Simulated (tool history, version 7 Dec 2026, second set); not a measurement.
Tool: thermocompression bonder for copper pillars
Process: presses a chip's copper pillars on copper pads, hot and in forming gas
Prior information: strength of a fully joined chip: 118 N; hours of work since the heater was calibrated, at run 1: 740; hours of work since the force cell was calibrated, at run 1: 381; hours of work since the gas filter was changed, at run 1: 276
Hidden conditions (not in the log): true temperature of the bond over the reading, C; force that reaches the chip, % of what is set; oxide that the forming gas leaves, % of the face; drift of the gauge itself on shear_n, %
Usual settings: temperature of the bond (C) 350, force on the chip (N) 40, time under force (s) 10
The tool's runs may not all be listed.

run   hour  temperature of the bond (C)  force on the chip (N)  time under force (s)  hours of work since the heater was calibrated  hours of work since the force cell was calibrated  hours of work since the gas filter was changed  force that shears a chip off (N)
  1    0.0                          350                     40                    10                                            740                                                381                                             276                              49.5
  2    9.6                          350                     40                    10                                            746                                                387                                             282                              49.5
  3   24.3                          350                     40                    10                                            755                                                396                                             291                              48.8
  4   36.5                          350                     40                    10                                            762                                                403                                             299                              49.5
  5   46.8                          327                     40                    10                                            769                                                410                                             305                              38.8
  6   54.8                          350                     40                    10                                            773                                                415                                             310                              48.9
  7   72.8                          350                     40                    10                                            785                                                426                                             321                              48.2
  8   84.9                          350                     40                    10                                            792                                                433                                             328                              48.9
  9  100.9                          344                     29                    23                                            802                                                443                                             338                              44.5
 10  115.1                          372                     54                    23                                            811                                                452                                             347                              92.0
 11  123.0                          372                     54                    23                                            815                                                457                                             352                              90.1
 12  140.0                          372                     54                    23                                            826                                                467                                             362                              90.9
 13  156.6                          372                     25                    10                                            836                                                477                                             373                              37.0
 14  174.7                          372                     46                    11                                            847                                                488                                             384                              67.8

Results for each run, recomputed without the tool's hidden state and with each run's random variation untouched:
run  force that shears a chip off (N)
  1                              50.8
  2                              50.9
  3                              50.3
  4                              51.0
  5                              39.8
  6                              50.6
  7                              49.9
  8                              50.7
  9                              46.1
 10                              97.9
 11                              95.9
 12                              97.0
 13                              38.6
 14                              71.8
